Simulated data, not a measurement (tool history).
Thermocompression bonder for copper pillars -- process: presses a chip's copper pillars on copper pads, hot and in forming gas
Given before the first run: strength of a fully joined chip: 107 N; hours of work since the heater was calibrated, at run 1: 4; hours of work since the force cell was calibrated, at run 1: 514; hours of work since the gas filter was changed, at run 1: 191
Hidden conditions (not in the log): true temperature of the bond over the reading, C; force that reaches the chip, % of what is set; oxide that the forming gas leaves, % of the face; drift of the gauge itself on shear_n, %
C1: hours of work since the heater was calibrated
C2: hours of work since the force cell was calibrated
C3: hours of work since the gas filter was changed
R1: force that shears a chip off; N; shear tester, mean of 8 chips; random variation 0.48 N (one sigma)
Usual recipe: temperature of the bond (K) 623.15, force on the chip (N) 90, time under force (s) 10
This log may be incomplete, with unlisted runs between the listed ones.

run 1 hour=0.0 | temperature_of_the_bond_(K)=623.15 force_on_the_chip_(N)=90 time_under_force_(s)=10 | C1=4 C2=514 C3=191 | R1=76.5
run 2 hour=8.4 | temperature_of_the_bond_(K)=623.15 force_on_the_chip_(N)=90 time_under_force_(s)=10 | C1=9 C2=519 C3=196 | R1=77.5
run 3 hour=13.5 | temperature_of_the_bond_(K)=623.15 force_on_the_chip_(N)=90 time_under_force_(s)=10 | C1=11 C2=522 C3=198 | R1=77.7
run 4 hour=20.3 | temperature_of_the_bond_(K)=623.15 force_on_the_chip_(N)=129 time_under_force_(s)=10 | C1=15 C2=526 C3=202 | R1=88.3
run 5 hour=28.8 | temperature_of_the_bond_(K)=623.15 force_on_the_chip_(N)=90 time_under_force_(s)=13 | C1=20 C2=530 C3=207 | R1=81.3
run 6 hour=38.0 | temperature_of_the_bond_(K)=623.15 force_on_the_chip_(N)=90 time_under_force_(s)=13 | C1=25 C2=536 C3=212 | R1=81.9
run 7 hour=46.3 | temperature_of_the_bond_(K)=623.15 force_on_the_chip_(N)=90 time_under_force_(s)=13 | C1=30 C2=540 C3=217 | R1=80.7
run 8 hour=56.0 | temperature_of_the_bond_(K)=623.15 force_on_the_chip_(N)=122 time_under_force_(s)=13 | C1=35 C2=546 C3=222 | R1=90.2
run 9 hour=64.3 | temperature_of_the_bond_(K)=623.15 force_on_the_chip_(N)=90 time_under_force_(s)=10 | C1=40 C2=550 C3=227 | R1=77.1
run 10 hour=71.5 | temperature_of_the_bond_(K)=623.15 force_on_the_chip_(N)=90 time_under_force_(s)=10 | C1=44 C2=554 C3=231 | R1=76.3
run 11 hour=79.4 | temperature_of_the_bond_(K)=623.15 force_on_the_chip_(N)=90 time_under_force_(s)=8 | C1=49 C2=559 C3=236 | R1=72.2
run 12 hour=84.1 | temperature_of_the_bond_(K)=623.15 force_on_the_chip_(N)=90 time_under_force_(s)=8 | C1=51 C2=562 C3=238 | R1=72.1
run 13 hour=88.8 | temperature_of_the_bond_(K)=623.15 force_on_the_chip_(N)=90 time_under_force_(s)=10 | C1=54 C2=564 C3=241 | R1=76.2
-- hour=91.7 heater calibrated with a thermocouple chip
run 14 hour=99.9 | temperature_of_the_bond_(K)=623.15 force_on_the_chip_(N)=90 time_under_force_(s)=10 | C1=5 C2=569 C3=246 | R1=75.4
run 15 hour=107.2 | temperature_of_the_bond_(K)=623.15 force_on_the_chip_(N)=90 time_under_force_(s)=10 | C1=9 C2=573 C3=250 | R1=76.6
run 16 hour=117.6 | temperature_of_the_bond_(K)=623.15 force_on_the_chip_(N)=90 time_under_force_(s)=10 | C1=15 C2=579 C3=256 | R1=76.3
-- hour=121.3 heater calibrated with a thermocouple chip, once more
run 17 hour=124.3 | temperature_of_the_bond_(K)=623.15 force_on_the_chip_(N)=90 time_under_force_(s)=10 | C1=2 C2=582 C3=259 | R1=75.9
run 18 hour=134.6 | temperature_of_the_bond_(K)=623.15 force_on_the_chip_(N)=90 time_under_force_(s)=10 | C1=8 C2=588 C3=264 | R1=76.1
run 19 hour=142.5 | temperature_of_the_bond_(K)=614.15 force_on_the_chip_(N)=56 time_under_force_(s)=6 | C1=12 C2=592 C3=269 | R1=46.2
run 20 hour=149.8 | temperature_of_the_bond_(K)=628.15 force_on_the_chip_(N)=107 time_under_force_(s)=10 | C1=16 C2=596 C3=273 | R1=83.0
run 21 hour=158.0 | temperature_of_the_bond_(K)=641.15 force_on_the_chip_(N)=90 time_under_force_(s)=5 | C1=21 C2=601 C3=278 | R1=70.1
run 22 hour=163.5 | temperature_of_the_bond_(K)=600.15 force_on_the_chip_(N)=129 time_under_force_(s)=16 | C1=24 C2=604 C3=281 | R1=86.6
run 23 hour=169.6 | temperature_of_the_bond_(K)=639.15 force_on_the_chip_(N)=89 time_under_force_(s)=6 | C1=27 C2=608 C3=284 | R1=72.6
run 24 hour=177.0 | temperature_of_the_bond_(K)=639.15 force_on_the_chip_(N)=89 time_under_force_(s)=6 | C1=31 C2=612 C3=288 | R1=71.8
run 25 hour=185.4 | temperature_of_the_bond_(K)=623.15 force_on_the_chip_(N)=90 time_under_force_(s)=10 | C1=36 C2=616 C3=293 | R1=75.9
run 26 hour=195.3 | temperature_of_the_bond_(K)=623.15 force_on_the_chip_(N)=90 time_under_force_(s)=10 | C1=42 C2=622 C3=299 | R1=76.2
run 27 hour=199.8 | temperature_of_the_bond_(K)=623.15 force_on_the_chip_(N)=90 time_under_force_(s)=10 | C1=44 C2=625 C3=301 | R1=75.3
run 28 hour=206.6 | temperature_of_the_bond_(K)=623.15 force_on_the_chip_(N)=90 time_under_force_(s)=14 | C1=48 C2=628 C3=305 | R1=81.1
run 29 hour=216.3 | temperature_of_the_bond_(K)=618.15 force_on_the_chip_(N)=127 time_under_force_(s)=10 | C1=54 C2=634 C3=311 | R1=83.5
run 30 hour=225.1 | temperature_of_the_bond_(K)=630.15 force_on_the_chip_(N)=127 time_under_force_(s)=28 | C1=59 C2=639 C3=315 | R1=96.9
run 31 hour=233.8 | temperature_of_the_bond_(K)=630.15 force_on_the_chip_(N)=127 time_under_force_(s)=28 | C1=63 C2=644 C3=320 | R1=96.6

Forecast each of these 5 alternatives for the next run:
run A hour=240.6 | temperature_of_the_bond_(K)=630.15 force_on_the_chip_(N)=127 time_under_force_(s)=19 | C1=67 C2=648 C3=324 | R1=?
run B hour=240.6 | temperature_of_the_bond_(K)=595.15 force_on_the_chip_(N)=82 time_under_force_(s)=6 | C1=67 C2=648 C3=324 | R1=?
run C hour=240.6 | temperature_of_the_bond_(K)=619.15 force_on_the_chip_(N)=85 time_under_force_(s)=24 | C1=67 C2=648 C3=324 | R1=?
run D hour=240.6 | temperature_of_the_bond_(K)=623.15 force_on_the_chip_(N)=66 time_under_force_(s)=10 | C1=67 C2=648 C3=324 | R1=?
run E hour=240.6 | temperature_of_the_bond_(K)=609.15 force_on_the_chip_(N)=127 time_under_force_(s)=8 | C1=67 C2=648 C3=324 | R1=?

run=A R1=94.4
run=B R1=50.9
run=C R1=85.7
run=D R1=64.7
run=E R1=77.9
Take away the tool's hidden state, keep each run's random variation, and the runs would have read:
run=A R1=101.1
run=B R1=53.4
run=C R1=91.2
run=D R1=68.1
run=E R1=82.5
